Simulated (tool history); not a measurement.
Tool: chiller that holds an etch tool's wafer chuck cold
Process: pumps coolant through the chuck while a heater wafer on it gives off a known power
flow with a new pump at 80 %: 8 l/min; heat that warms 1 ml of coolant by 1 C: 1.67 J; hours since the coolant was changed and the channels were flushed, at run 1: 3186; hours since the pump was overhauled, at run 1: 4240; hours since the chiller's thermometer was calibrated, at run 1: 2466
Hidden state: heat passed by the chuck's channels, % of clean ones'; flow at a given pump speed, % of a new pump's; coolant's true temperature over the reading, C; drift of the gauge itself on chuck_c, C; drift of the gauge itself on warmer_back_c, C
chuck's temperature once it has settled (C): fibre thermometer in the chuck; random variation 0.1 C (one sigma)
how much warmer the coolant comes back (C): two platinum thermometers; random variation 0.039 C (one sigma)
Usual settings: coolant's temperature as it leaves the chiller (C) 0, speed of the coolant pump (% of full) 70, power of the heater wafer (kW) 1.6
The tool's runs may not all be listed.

run    hour  coolant's temperature as it leaves the chiller (C)  speed of the coolant pump (% of full)  power of the heater wafer (kW)  hours since the coolant was changed and the channels were flushed  hours since the pump was overhauled  hours since the chiller's thermometer was calibrated  chuck's temperature once it has settled (C)  how much warmer the coolant comes back (C)
  1       0                                                   0                                     70                             1.6                                                               3186                                 4240                                                  2466                                         21.5                                        8.18
  2   108.5                                                   0                                     85                             1.6                                                               3294                                 4348                                                  2575                                         18.7                                        6.74
  3   192.5                                                   5                                     85                             1.6                                                               3378                                 4432                                                  2659                                         23.7                                        6.74
  4   286.6                                                   5                                     85                             1.6                                                               3472                                 4526                                                  2753                                         23.9                                        6.72
  5   436.6                                                  -1                                     85                             1.6                                                               3622                                 4676                                                  2903                                         17.7                                        6.67
  6   564.6                                                  -1                                     85                           0.966                                                               3750                                 4804                                                  3031                                         10.1                                        3.99
  7   693.3                                                  -6                                     70                             1.6                                                               3879                                 4933                                                  3160                                         15.5                                         8.1
  8   817.2                                                  -6                                     70                             1.6                                                               4003                                 5057                                                  3284                                         15.5                                        8.11
  9   901.6                                                   0                                     70                             1.6                                                               4087                                 5141                                                  3368                                         21.6                                        8.06
 10  1044.2                                                   0                                     70                             1.6                                                               4230                                 5284                                                  3511                                         21.5                                         8.1
 11  1156.2                                                   0                                     70                             1.6                                                               4342                                 5396                                                  3623                                         21.6                                        8.15
 12    1254                                                   0                                     64                             1.6                                                               4440                                 5494                                                  3720                                         22.9                                        8.74
 13    1395                                                   0                                     77                             1.6                                                               4581                                 5635                                                  3861                                         20.1                                        7.33
 14  1483.1                                                   0                                     77                             1.6                                                               4669                                 5723                                                  3950                                           20                                        7.24
 15  1602.9                                                   0                                     77                             1.6                                                               4789                                 5843                                                  4069                                           20                                        7.33
 16  1750.6                                                   0                                     77                             1.6                                                               4936                                 5990                                                  4217                                         20.1                                        7.29
 17  1821.5                                                   0                                     70                           1.163                                                               5007                                 6061                                                  4288                                         15.4                                        5.67
 18  1907.4                                                   0                                     70                           1.163                                                               5093                                 6147                                                  4374                                         15.7                                        5.82
 19  1977.8                                                   0                                     61                           1.163                                                               5164                                 6218                                                  4444                                         17.3                                         6.5
     1995.1  -- coolant changed, channels flushed
 20  2083.2                                                   0                                     61                           1.163                                                                 88                                 6317                                                  4544                                         17.4                                        6.54
 21  2229.3                                                  -8                                     82                           2.245                                                                234                                 6463                                                  4690                                         18.9                                        9.61
 22    2386                                                  -3                                     68                           1.001                                                                391                                 6620                                                  4846                                         10.8                                        5.03
 23  2461.3                                                   0                                     98                             1.6                                                                466                                 6695                                                  4922                                         17.1                                        5.67
 24  2610.8                                                   0                                     89                             1.6                                                                616                                 6845                                                  5071                                         18.1                                        6.24
 25  2734.5                                                   0                                     89                             1.6                                                                739                                 6968                                                  5195                                         17.8                                        6.26
 26  2854.7                                                   0                                     70                           1.198                                                                860                                 7088                                                  5315                                         16.1                                        5.87
     2993.2  -- chiller's thermometer calibrated
 27  3000.6                                                  -8                                     70                             1.6                                                               1004                                 7233                                                     7                                         13.7                                        7.88
 28  3099.6                                                   0                                     70                            0.85                                                               1104                                 7332                                                   106                                         11.2                                           4
 29  3221.3                                                   8                                     89                           1.803                                                               1225                                 7454                                                   228                                         28.4                                        7.05
 30  3323.7                                                  -7                                     92                           1.398                                                               1328                                 7556                                                   331                                          8.5                                        5.17
 31  3416.5                                                   0                                     68                             1.6                                                               1420                                 7649                                                   423                                         21.9                                        8.04
 32  3550.3                                                   6                                     98                             1.6                                                               1554                                 7783                                                   557                                         22.8                                        5.63

3 ways to go on from here, each from the tool as it stands after run 32. What would each give?
     3605.1  -- gauge calibrated
  A  3661.3                                                  -4                                     70                           1.765                                                               1665                                 7894                                                   668                                            ?                                           ?
     3605.1  -- gauge calibrated
  B  3661.3                                                  -6                                     98                             1.6                                                               1665                                 7894                                                   668                                            ?                                           ?
     3605.1  -- gauge calibrated
  C  3661.3                                                   0                                     87                             1.6                                                               1665                                 7894                                                   668                                            ?                                           ?

run  chuck's temperature once it has settled (C)  how much warmer the coolant comes back (C)
  A                                         19.8                                        9.02
  B                                         10.8                                         5.9
  C                                         18.3                                        6.69
Without the tool's hidden state the same runs would have given:
run  chuck's temperature once it has settled (C)  how much warmer the coolant comes back (C)
  A                                         19.7                                        9.01
  B                                         10.8                                         5.9
  C                                         18.3                                        6.69

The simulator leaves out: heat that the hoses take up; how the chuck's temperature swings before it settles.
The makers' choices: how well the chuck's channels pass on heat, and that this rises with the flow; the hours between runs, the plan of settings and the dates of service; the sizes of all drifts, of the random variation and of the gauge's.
